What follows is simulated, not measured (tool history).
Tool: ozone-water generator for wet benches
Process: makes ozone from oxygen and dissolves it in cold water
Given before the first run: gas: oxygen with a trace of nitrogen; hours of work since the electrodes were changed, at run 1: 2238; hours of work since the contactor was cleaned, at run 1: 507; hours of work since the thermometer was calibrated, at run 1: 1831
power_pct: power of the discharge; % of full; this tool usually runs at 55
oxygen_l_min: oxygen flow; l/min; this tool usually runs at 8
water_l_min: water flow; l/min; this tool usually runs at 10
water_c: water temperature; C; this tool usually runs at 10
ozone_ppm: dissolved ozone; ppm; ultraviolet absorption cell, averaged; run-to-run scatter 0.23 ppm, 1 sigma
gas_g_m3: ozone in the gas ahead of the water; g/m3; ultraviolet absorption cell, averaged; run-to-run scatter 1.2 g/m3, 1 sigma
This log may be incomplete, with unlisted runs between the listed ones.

run	hour	power_pct	oxygen_l_min	water_l_min	water_c	hours of work since the electrodes were changed	hours of work since the contactor was cleaned	hours of work since the thermometer was calibrated	ozone_ppm	gas_g_m3
1	0	55	8	10	10	2238	507	1831	34.3	213
2	62	55	8	10	10	2282	552	1876	35.2	208.9
3	119.5	55	8	10	14	2324	594	1917	31.5	209.8
4	160.3	55	8	10	14	2353	623	1947	31.7	209.5
5	204.8	44	8	10	10	2385	655	1979	29	176.4
6	273	44	8	10	10	2435	704	2028	29.4	177.3
7	343.3	55	8	10	10	2486	755	2079	34.9	208.8
8	425.4	55	8	10	10	2545	814	2138	34.9	210.5
9	477.2	55	8	10	10	2582	852	2176	34.7	212
10	547.5	55	8	10	10	2633	903	2226	34.9	210.3
11	593.8	55	8	10	10	2666	936	2260	34.8	210.6
12	648.2	94	8	10	10	2706	975	2299	53.3	326
13	688.5	94	8	10	10	2735	1004	2328	53	325.6
14	758.1	55	8	10	10	2785	1055	2378	34.4	211
15	842.8	55	8	10	10	2846	1116	2440	34.5	211
16	923.6	55	8	8	10	2905	1174	2498	39.9	210.1
17	977.1	47	8	9	10	2943	1213	2537	32.9	185.8
18	1040	45	5.81	10	11	2989	1258	2582	31	223.4
19	1083.8	50	8	10	10	3020	1290	2614	32.2	197.8
20	1162.3	50	8	10	10	3077	1347	2670	32	197.3
21	1206.1	75	8.53	11	10	3109	1378	2702	40.8	261
22	1257.8	50	8	10	10	3146	1416	2739	31.9	199.3
23	1314.9	50	8	10	10	3187	1457	2781	32	197.5
24	1389.2	55	7.18	10	6	3241	1510	2834	38.7	227
25	1426.7	55	7.18	10	6	3268	1538	2861	38.9	230.8
26	1503.6	57	7.18	10	6	3323	1593	2917	40.5	237.1
27	1552.9	55	4.51	7	10	3359	1629	2952	51.6	310
28	1637.2	46	12.21	7	10	3420	1690	3013	31.1	144.1
29	1683.3	88	11.33	15	7	3453	1723	3047	36.7	249.9

For run 30, what comes out?
30	1763.6	77	8.43	7	8	3511	1781	3105	?	?

Run 30 yielded ozone_ppm 57.4 ppm, gas_g_m3 273 g/m3.
The same run, on a tool lacking any hidden state, would have yielded ozone_ppm 57.4 ppm, gas_g_m3 265.7 g/m3.

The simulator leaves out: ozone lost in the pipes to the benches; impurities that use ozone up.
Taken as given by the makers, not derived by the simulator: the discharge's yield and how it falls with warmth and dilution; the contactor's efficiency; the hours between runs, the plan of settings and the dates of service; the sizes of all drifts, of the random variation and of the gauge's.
